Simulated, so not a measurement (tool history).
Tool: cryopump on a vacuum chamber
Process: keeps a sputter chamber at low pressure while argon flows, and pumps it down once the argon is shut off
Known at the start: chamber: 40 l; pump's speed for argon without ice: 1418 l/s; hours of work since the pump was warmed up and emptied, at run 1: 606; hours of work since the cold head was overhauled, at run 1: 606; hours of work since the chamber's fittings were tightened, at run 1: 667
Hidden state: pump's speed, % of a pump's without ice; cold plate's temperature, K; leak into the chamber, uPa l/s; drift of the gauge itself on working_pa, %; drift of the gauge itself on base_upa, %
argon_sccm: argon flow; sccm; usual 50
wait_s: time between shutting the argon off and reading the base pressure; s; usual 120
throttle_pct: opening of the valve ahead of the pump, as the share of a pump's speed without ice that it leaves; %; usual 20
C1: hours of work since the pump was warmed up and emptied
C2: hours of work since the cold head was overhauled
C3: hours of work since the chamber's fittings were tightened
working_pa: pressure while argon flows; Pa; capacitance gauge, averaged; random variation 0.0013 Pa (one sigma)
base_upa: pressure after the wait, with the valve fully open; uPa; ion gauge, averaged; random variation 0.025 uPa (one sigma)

{"run": 1, "day": 0.0, "argon_sccm": 50, "wait_s": 120, "throttle_pct": 20, "C1": 606, "C2": 606, "C3": 667, "working_pa": 0.3093, "base_upa": 1.82}
{"run": 2, "day": 1.804, "argon_sccm": 50, "wait_s": 120, "throttle_pct": 20, "C1": 642, "C2": 642, "C3": 703, "working_pa": 0.3109, "base_upa": 1.85}
{"run": 3, "day": 3.838, "argon_sccm": 50, "wait_s": 120, "throttle_pct": 20, "C1": 682, "C2": 682, "C3": 744, "working_pa": 0.3112, "base_upa": 1.9}
{"run": 4, "day": 5.588, "argon_sccm": 50, "wait_s": 120, "throttle_pct": 20, "C1": 717, "C2": 717, "C3": 778, "working_pa": 0.3113, "base_upa": 1.93}
{"day": 6.688, "done": "pump warmed up, emptied and cooled again"}
{"run": 5, "day": 7.396, "argon_sccm": 50, "wait_s": 120, "throttle_pct": 20, "C1": 14, "C2": 749, "C3": 810, "working_pa": 0.2994, "base_upa": 1.83}
{"run": 6, "day": 8.338, "argon_sccm": 50, "wait_s": 120, "throttle_pct": 20, "C1": 33, "C2": 767, "C3": 829, "working_pa": 0.3008, "base_upa": 1.88}
{"run": 7, "day": 10.317, "argon_sccm": 50, "wait_s": 120, "throttle_pct": 25, "C1": 72, "C2": 807, "C3": 868, "working_pa": 0.2416, "base_upa": 1.89}
{"run": 8, "day": 11.762, "argon_sccm": 50, "wait_s": 120, "throttle_pct": 25, "C1": 101, "C2": 835, "C3": 897, "working_pa": 0.2419, "base_upa": 1.94}
{"run": 9, "day": 12.933, "argon_sccm": 50, "wait_s": 120, "throttle_pct": 20, "C1": 124, "C2": 859, "C3": 920, "working_pa": 0.3021, "base_upa": 1.95}
{"run": 10, "day": 14.325, "argon_sccm": 50, "wait_s": 120, "throttle_pct": 20, "C1": 151, "C2": 886, "C3": 947, "working_pa": 0.3016, "base_upa": 2.02}
{"run": 11, "day": 15.288, "argon_sccm": 94, "wait_s": 120, "throttle_pct": 20, "C1": 171, "C2": 905, "C3": 967, "working_pa": 0.5712, "base_upa": 1.98}
{"run": 12, "day": 16.146, "argon_sccm": 97, "wait_s": 120, "throttle_pct": 20, "C1": 188, "C2": 922, "C3": 984, "working_pa": 0.5853, "base_upa": 2.01}
{"run": 13, "day": 17.033, "argon_sccm": 50, "wait_s": 27, "throttle_pct": 20, "C1": 205, "C2": 940, "C3": 1001, "working_pa": 0.3035, "base_upa": 4.72}
{"run": 14, "day": 18.825, "argon_sccm": 50, "wait_s": 27, "throttle_pct": 20, "C1": 241, "C2": 975, "C3": 1037, "working_pa": 0.3029, "base_upa": 4.65}
{"run": 15, "day": 19.979, "argon_sccm": 50, "wait_s": 120, "throttle_pct": 28, "C1": 264, "C2": 998, "C3": 1060, "working_pa": 0.2182, "base_upa": 2.18}
{"run": 16, "day": 21.038, "argon_sccm": 50, "wait_s": 120, "throttle_pct": 28, "C1": 285, "C2": 1019, "C3": 1081, "working_pa": 0.2162, "base_upa": 2.23}
{"day": 22.012, "done": "leaking fittings of the chamber tightened, without venting"}
{"run": 17, "day": 22.117, "argon_sccm": 50, "wait_s": 120, "throttle_pct": 20, "C1": 304, "C2": 1039, "C3": 2, "working_pa": 0.3038, "base_upa": 0.99}
{"run": 18, "day": 23.679, "argon_sccm": 23, "wait_s": 26, "throttle_pct": 36, "C1": 335, "C2": 1070, "C3": 33, "working_pa": 0.0795, "base_upa": 3.7}
{"run": 19, "day": 24.988, "argon_sccm": 96, "wait_s": 59, "throttle_pct": 38, "C1": 361, "C2": 1096, "C3": 59, "working_pa": 0.3157, "base_upa": 1.81}
{"run": 20, "day": 25.917, "argon_sccm": 55, "wait_s": 105, "throttle_pct": 45, "C1": 380, "C2": 1115, "C3": 77, "working_pa": 0.1532, "base_upa": 1.12}
{"run": 21, "day": 27.871, "argon_sccm": 55, "wait_s": 105, "throttle_pct": 17, "C1": 419, "C2": 1153, "C3": 116, "working_pa": 0.393, "base_upa": 1.25}
{"run": 22, "day": 29.6, "argon_sccm": 20, "wait_s": 46, "throttle_pct": 50, "C1": 453, "C2": 1188, "C3": 150, "working_pa": 0.051, "base_upa": 2.37}
{"run": 23, "day": 30.525, "argon_sccm": 50, "wait_s": 191, "throttle_pct": 20, "C1": 471, "C2": 1206, "C3": 169, "working_pa": 0.3065, "base_upa": 0.9}
{"run": 24, "day": 31.617, "argon_sccm": 50, "wait_s": 69, "throttle_pct": 20, "C1": 493, "C2": 1228, "C3": 191, "working_pa": 0.3058, "base_upa": 1.74}
{"run": 25, "day": 33.238, "argon_sccm": 49, "wait_s": 55, "throttle_pct": 29, "C1": 525, "C2": 1260, "C3": 223, "working_pa": 0.2121, "base_upa": 2.06}
{"run": 26, "day": 34.579, "argon_sccm": 50, "wait_s": 218, "throttle_pct": 58, "C1": 552, "C2": 1286, "C3": 249, "working_pa": 0.113, "base_upa": 0.97}
{"run": 27, "day": 35.975, "argon_sccm": 39, "wait_s": 55, "throttle_pct": 40, "C1": 579, "C2": 1314, "C3": 277, "working_pa": 0.1254, "base_upa": 2.16}
{"run": 28, "day": 37.292, "argon_sccm": 39, "wait_s": 55, "throttle_pct": 40, "C1": 605, "C2": 1340, "C3": 303, "working_pa": 0.1245, "base_upa": 2.27}
{"run": 29, "day": 38.262, "argon_sccm": 39, "wait_s": 55, "throttle_pct": 40, "C1": 625, "C2": 1359, "C3": 322, "working_pa": 0.126, "base_upa": 2.25}
{"run": 30, "day": 39.7, "argon_sccm": 27, "wait_s": 267, "throttle_pct": 38, "C1": 653, "C2": 1388, "C3": 351, "working_pa": 0.092, "base_upa": 1.04}
{"run": 31, "day": 41.188, "argon_sccm": 29, "wait_s": 173, "throttle_pct": 16, "C1": 683, "C2": 1417, "C3": 380, "working_pa": 0.223, "base_upa": 1.18}
{"run": 32, "day": 42.183, "argon_sccm": 23, "wait_s": 22, "throttle_pct": 52, "C1": 702, "C2": 1437, "C3": 400, "working_pa": 0.0588, "base_upa": 4.76}
{"run": 33, "day": 43.162, "argon_sccm": 26, "wait_s": 22, "throttle_pct": 52, "C1": 722, "C2": 1457, "C3": 420, "working_pa": 0.0675, "base_upa": 4.77}
{"day": 44.071, "done": "pump warmed up, emptied and cooled again"}
{"run": 34, "day": 44.654, "argon_sccm": 90, "wait_s": 58, "throttle_pct": 47, "C1": 12, "C2": 1482, "C3": 445, "working_pa": 0.2335, "base_upa": 2.23}

Hidden state at the last listed run before each entry between runs and at the first one after, where it differs:
Between runs 4 and 5: pump warmed up, emptied and cooled again (day 6.688)
  pump's speed, % of a pump's without ice: 83.8 -> 99.3; cold plate's temperature, K: 12.92 -> 12.94; leak into the chamber, uPa l/s: 1440 -> 1484
  measured less the result without the state, working_pa: +0.0129 -> +0.0016 Pa; base_upa: +1.01 -> +0.86 uPa
Between runs 16 and 17: leaking fittings of the chamber tightened, without venting (day 22.012)
  pump's speed, % of a pump's without ice: 93.1 -> 92.7; cold plate's temperature, K: 13.15 -> 13.17; leak into the chamber, uPa l/s: 1865 -> 309
  measured less the result without the state, working_pa: +0.0059 -> +0.0062 Pa; base_upa: +1.24 -> +0.03 uPa
Between runs 33 and 34: pump warmed up, emptied and cooled again (day 44.071)
  pump's speed, % of a pump's without ice: 83.5 -> 98.5; cold plate's temperature, K: 13.5 -> 13.53; leak into the chamber, uPa l/s: 884 -> 922
  measured less the result without the state, working_pa: +0.0073 -> +0.0051 Pa; base_upa: +0.55 -> +0.47 uPa
